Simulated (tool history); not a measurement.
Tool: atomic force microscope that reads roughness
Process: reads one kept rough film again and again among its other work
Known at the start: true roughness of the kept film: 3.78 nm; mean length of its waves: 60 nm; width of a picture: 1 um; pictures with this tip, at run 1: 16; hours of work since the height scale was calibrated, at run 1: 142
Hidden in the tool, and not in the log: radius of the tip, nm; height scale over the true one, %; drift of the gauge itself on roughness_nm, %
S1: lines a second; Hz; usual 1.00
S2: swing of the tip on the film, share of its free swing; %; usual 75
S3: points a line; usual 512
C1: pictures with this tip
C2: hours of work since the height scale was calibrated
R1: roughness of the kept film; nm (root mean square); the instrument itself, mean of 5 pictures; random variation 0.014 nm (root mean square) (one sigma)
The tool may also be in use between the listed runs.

| run | day | S1 | S2 | S3 | C1 | C2 | R1 |
|---|---|---|---|---|---|---|---|
| 1 | 0.000 | 1.00 | 75 | 512 | 16 | 142 | 3.286 |
| 2 | 1.442 | 1.00 | 75 | 512 | 53 | 160 | 3.240 |
| 3 | 3.158 | 1.00 | 75 | 417 | 96 | 182 | 3.188 |
| 4 | 4.796 | 1.00 | 75 | 512 | 138 | 204 | 3.145 |
| 5 | 6.562 | 1.00 | 75 | 784 | 182 | 226 | 3.084 |
| 6 | 8.254 | 1.00 | 75 | 784 | 225 | 248 | 3.053 |
| 7 | 9.550 | 1.00 | 75 | 784 | 258 | 265 | 3.030 |
|  | 10.342 | new tip fitted |
| 8 | 10.950 | 3.67 | 58 | 512 | 16 | 283 | 3.253 |
|  | 11.200 | height scale calibrated on a step standard |
| 9 | 12.842 | 1.00 | 87 | 512 | 63 | 21 | 3.054 |
| 10 | 15.212 | 1.00 | 87 | 512 | 122 | 52 | 2.976 |
| 11 | 16.612 | 2.33 | 74 | 459 | 158 | 70 | 2.881 |
| 12 | 18.279 | 1.00 | 64 | 464 | 200 | 91 | 3.197 |
| 13 | 20.271 | 1.00 | 60 | 267 | 250 | 117 | 3.172 |

Forecast each of these 3 alternatives for the next run:
|  | 21.329 | new tip fitted |
| A | 21.329 | 1.00 | 68 | 267 | 0 | 130 | ? |
|  | 21.329 | new tip fitted |
| B | 21.329 | 1.95 | 60 | 369 | 0 | 130 | ? |
|  | 21.329 | new tip fitted |
| C | 21.329 | 1.00 | 69 | 330 | 0 | 130 | ? |

| run | R1 |
|---|---|
| A | 3.412 |
| B | 3.406 |
| C | 3.394 |
Without the tool's hidden state the same runs would have given:
| run | R1 |
|---|---|
| A | 3.405 |
| B | 3.399 |
| C | 3.387 |
